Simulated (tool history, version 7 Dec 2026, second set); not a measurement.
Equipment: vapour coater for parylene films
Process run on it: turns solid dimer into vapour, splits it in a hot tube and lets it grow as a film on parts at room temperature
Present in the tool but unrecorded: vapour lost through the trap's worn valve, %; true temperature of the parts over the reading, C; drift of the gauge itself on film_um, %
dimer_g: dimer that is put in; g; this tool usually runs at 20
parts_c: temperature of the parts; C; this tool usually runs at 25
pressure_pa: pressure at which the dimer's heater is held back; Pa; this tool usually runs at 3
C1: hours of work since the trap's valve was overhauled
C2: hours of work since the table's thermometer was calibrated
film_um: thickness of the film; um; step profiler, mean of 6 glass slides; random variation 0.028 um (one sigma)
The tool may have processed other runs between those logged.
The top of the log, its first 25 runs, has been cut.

run 26 hour=695.6 | dimer_g=10 parts_c=26 pressure_pa=3.22 | C1=401 C2=1561 | film_um=3.27
run 27 hour=718.6 | dimer_g=10 parts_c=26 pressure_pa=3.22 | C1=420 C2=1581 | film_um=3.27
run 28 hour=757 | dimer_g=9 parts_c=24 pressure_pa=3.22 | C1=453 C2=1613 | film_um=3.17
run 29 hour=785 | dimer_g=20 parts_c=32 pressure_pa=3 | C1=476 C2=1637 | film_um=5.35
run 30 hour=805.2 | dimer_g=20 parts_c=32 pressure_pa=3 | C1=493 C2=1654 | film_um=5.38
run 31 hour=831.4 | dimer_g=20 parts_c=29 pressure_pa=11.12 | C1=515 C2=1676 | film_um=5.11
run 32 hour=855.1 | dimer_g=20 parts_c=29 pressure_pa=3.98 | C1=535 C2=1696 | film_um=5.79
run 33 hour=889.4 | dimer_g=20 parts_c=29 pressure_pa=9.9 | C1=564 C2=1725 | film_um=5.19
run 34 hour=913.7 | dimer_g=22 parts_c=33 pressure_pa=3 | C1=585 C2=1745 | film_um=5.67
run 35 hour=948.3 | dimer_g=22 parts_c=33 pressure_pa=3 | C1=614 C2=1775 | film_um=5.7
-- hour=958 trap's valve overhauled
run 36 hour=976.2 | dimer_g=20 parts_c=32 pressure_pa=2.24 | C1=15 C2=1795 | film_um=5.58
run 37 hour=1009.7 | dimer_g=20 parts_c=32 pressure_pa=2.24 | C1=44 C2=1823 | film_um=5.57
run 38 hour=1027.5 | dimer_g=20 parts_c=32 pressure_pa=2.24 | C1=59 C2=1838 | film_um=5.59
run 39 hour=1056.4 | dimer_g=20 parts_c=32 pressure_pa=2.24 | C1=83 C2=1862 | film_um=5.6
-- hour=1070.6 gauge calibrated
run 40 hour=1080.2 | dimer_g=17 parts_c=25 pressure_pa=2.24 | C1=103 C2=1882 | film_um=5.86

Run 41 is up next; what results do you expect?
run 41 hour=1118.9 | dimer_g=12 parts_c=25 pressure_pa=7.05 | C1=136 C2=1915 | film_um=?

film_um: 3.67 um
With no hidden state in the tool, this same run would have given film_um 3.67 um.
